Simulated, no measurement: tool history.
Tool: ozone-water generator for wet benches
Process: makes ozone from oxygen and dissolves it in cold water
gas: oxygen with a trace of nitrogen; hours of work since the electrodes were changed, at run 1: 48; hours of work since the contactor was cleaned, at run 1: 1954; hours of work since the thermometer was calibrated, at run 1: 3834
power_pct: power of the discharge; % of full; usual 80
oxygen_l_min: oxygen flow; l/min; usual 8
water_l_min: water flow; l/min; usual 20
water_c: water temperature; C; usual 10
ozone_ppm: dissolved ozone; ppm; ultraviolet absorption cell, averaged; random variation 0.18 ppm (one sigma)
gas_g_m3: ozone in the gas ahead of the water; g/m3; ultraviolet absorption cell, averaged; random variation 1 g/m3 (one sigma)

run     day  power_pct  oxygen_l_min  water_l_min  water_c  hours of work since the electrodes were changed  hours of work since the contactor was cleaned  hours of work since the thermometer was calibrated  ozone_ppm  gas_g_m3
  1       0         80             8           20       10                                               48                                           1954                                                3834       25.4     179.9
  2   1.208         80             8           20       10                                               71                                           1978                                                3857       25.2     177.9
  3    2.65         80             8           20       10                                              100                                           2006                                                3886       25.2     176.6
  4    3.45         75             8           20       10                                              116                                           2022                                                3901       24.5     171.9
  5   4.358         80             8           20       10                                              133                                           2040                                                3919       24.8     176.8
  6   5.504         80             8           20        5                                              156                                           2063                                                3942       26.7     176.3
  7    6.55         80             8           20        5                                              176                                           2083                                                3962       26.8     178.6
  8   7.642         80          4.55           20       10                                              198                                           2105                                                3984       22.3     218.1
  9   9.062         80          4.55           20       10                                              226                                           2132                                                4012       22.3     217.8
 10  10.462         80          4.55           20       17                                              253                                           2160                                                4039       20.3     218.2
 11  11.921         80             8           20       10                                              282                                           2189                                                4068       24.9     176.5
 12  13.079         80             8           20       10                                              305                                           2211                                                4091         25     175.7
 13  14.375         80             8           20       10                                              330                                           2237                                                4116       24.9     177.6
 14  15.529         80             8           20       10                                              353                                           2260                                                4139       24.8     175.3
 15  16.788         80             8           20       10                                              378                                           2284                                                4163       24.8     174.8
 16  17.842         80             8           20       10                                              398                                           2305                                                4184       24.7     177.5
 17  19.133         80             8           30       10                                              424                                           2330                                                4210       17.5     177.1
     19.379  -- contactor cleaned
 18  20.654         80         11.74           13        7                                              450                                             25                                                4236       35.4     149.6
 19  22.038         52          4.18           13        7                                              478                                             52                                                4263       25.8     179.1
     22.608  -- contactor cleaned, once more
 20  23.283         54          9.56           20       10                                              499                                             13                                                4285       21.1     133.3
 21  24.267         54          7.04           23        7                                              518                                             33                                                4304       18.5     150.2
 22  25.967         71             8           20       16                                              552                                             66                                                4337       21.4       166
 23  27.492         80             8           15       11                                              582                                             96                                                4367       30.6       174
 24  28.829         45          6.75           14       17                                              608                                            122                                                4394         21     138.9
 25  29.921         45          6.75           14       17                                              629                                            144                                                4415       20.8     137.2
 26  31.038         45             8           13        8                                              651                                            166                                                4437         26     130.6
 27  32.312         47          5.95           16       10                                              676                                            191                                                4462       21.3     148.5
 28  33.329         47          5.95           16       10                                              696                                            211                                                4482       21.5       149
 29  34.929         47          5.95           16       10                                              728                                            242                                                4514       21.6     147.1
 30  36.396         75          4.27           30       10                                              757                                            271                                                4542       14.1     209.9
 31  37.179         80          6.55           20       10                                              772                                            286                                                4558       24.1       188
 32  38.171         80          6.55           20       10                                              791                                            306                                                4577       24.2     187.2
 33  39.112         80         12.37           20        5                                              810                                            324                                                4596         28     147.5

Forecast each of these 4 alternatives for the next run:
  A  40.012         41          4.76           20        5                                              828                                            342                                                4613          ?         ?
  B  40.012         80         12.37           13        5                                              828                                            342                                                4613          ?         ?
  C  40.012         59         12.37           20       17                                              828                                            342                                                4613          ?         ?
  D  40.012         56             8           20       10                                              828                                            342                                                4613          ?         ?

run  ozone_ppm  gas_g_m3
  A       16.9     149.2
  B       36.9     147.3
  C       18.9     126.5
  D       20.5     143.6
Without the tool's hidden state the same runs would have given:
run  ozone_ppm  gas_g_m3
  A       17.3     152.1
  B       38.4     151.5
  C       19.5     129.6
  D       21.2       147
